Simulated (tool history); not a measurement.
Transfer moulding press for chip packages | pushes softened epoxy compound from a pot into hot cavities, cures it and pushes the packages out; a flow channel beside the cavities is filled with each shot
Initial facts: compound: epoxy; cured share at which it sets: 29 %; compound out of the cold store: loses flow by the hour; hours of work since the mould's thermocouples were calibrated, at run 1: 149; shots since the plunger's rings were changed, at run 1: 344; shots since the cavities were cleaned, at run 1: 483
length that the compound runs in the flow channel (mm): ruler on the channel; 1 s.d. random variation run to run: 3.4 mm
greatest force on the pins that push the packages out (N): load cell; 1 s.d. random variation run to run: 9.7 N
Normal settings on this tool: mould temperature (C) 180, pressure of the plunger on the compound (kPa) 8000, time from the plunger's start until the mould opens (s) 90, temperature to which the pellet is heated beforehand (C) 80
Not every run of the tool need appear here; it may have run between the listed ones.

run,hour,mould temperature (C),pressure of the plunger on the compound (kPa),time from the plunger's start until the mould opens (s),temperature to which the pellet is heated beforehand (C),hours of work since the mould's thermocouples were calibrated,shots since the plunger's rings were changed,shots since the cavities were cleaned,incoming compound's hours out of the cold store,length that the compound runs in the flow channel (mm),greatest force on the pins that push the packages out (N)
1,0.0,180,8000,90,80,149,344,483,42.5,735,433
# hour 6.6: cavities cleaned with cleaning compound and waxed
2,7.1,180,8000,90,80,153,428,7,19.4,808,447
3,11.9,180,8000,90,77,157,502,81,42.9,729,425
4,17.6,180,8000,90,77,161,586,165,12.7,835,454
5,23.1,180,8000,90,77,165,669,248,39.0,746,433
6,28.6,180,8000,90,77,170,752,331,33.0,766,432
7,36.8,180,8000,90,77,176,876,455,28.4,779,435
8,42.4,180,8000,90,77,181,961,540,28.4,784,440
# hour 45.2: cavities cleaned with cleaning compound and waxed
9,50.6,180,8000,83,80,186,1062,83,20.1,802,506
10,55.1,180,8000,83,80,190,1129,150,40.7,737,469
11,60.1,180,8000,83,80,193,1204,225,46.9,715,489
12,64.5,180,8000,83,80,197,1271,292,45.5,723,494
13,71.3,180,8000,90,80,202,1373,394,27.4,780,447
14,78.4,180,8000,90,80,208,1479,500,43.3,731,427
# hour 83.7: cavities cleaned with cleaning compound and waxed
15,88.2,180,8250,114,78,214,1604,67,43.2,744,346
16,92.6,173,9750,81,72,218,1671,134,36.1,866,881
17,98.2,178,9580,105,80,222,1755,218,42.5,809,395
18,103.5,178,7730,123,83,226,1835,298,34.4,750,375
19,110.2,180,8480,90,80,232,1935,398,33.0,781,428
20,115.4,180,6640,90,78,236,2014,477,40.0,676,433
# hour 122.1: cavities cleaned with cleaning compound and waxed
21,122.9,173,6640,90,78,240,2105,12,34.8,712,690
22,127.8,173,6640,82,78,244,2179,86,16.3,780,898
23,133.6,180,8000,106,79,249,2266,173,14.1,825,380
24,138.6,182,8000,90,80,253,2341,248,37.9,741,397
25,144.6,182,8000,90,80,258,2432,339,40.3,730,400
26,149.2,177,6490,104,89,261,2501,408,34.4,693,418
27,156.0,177,9750,87,79,267,2603,510,21.5,901,563

Here are 4 independent what-if runs from the current tool condition. What would each one return?
# hour 160.8: cavities cleaned with cleaning compound and waxed
A,163.5,177,6770,123,79,271,2693,40,27.8,?,?
# hour 160.8: cavities cleaned with cleaning compound and waxed
B,163.5,187,9750,98,78,271,2693,40,34.1,?,?
# hour 160.8: cavities cleaned with cleaning compound and waxed
C,163.5,178,9200,90,80,271,2693,40,22.7,?,?
# hour 160.8: cavities cleaned with cleaning compound and waxed
D,163.5,177,9750,71,88,271,2693,40,13.0,?,?

run,length that the compound runs in the flow channel (mm),greatest force on the pins that push the packages out (N)
A,726,378
B,815,357
C,864,487
D,931,895
Stripped of hidden state, with their random variation kept, the same runs would have yielded:
run,length that the compound runs in the flow channel (mm),greatest force on the pins that push the packages out (N)
A,726,377
B,815,356
C,865,486
D,932,893

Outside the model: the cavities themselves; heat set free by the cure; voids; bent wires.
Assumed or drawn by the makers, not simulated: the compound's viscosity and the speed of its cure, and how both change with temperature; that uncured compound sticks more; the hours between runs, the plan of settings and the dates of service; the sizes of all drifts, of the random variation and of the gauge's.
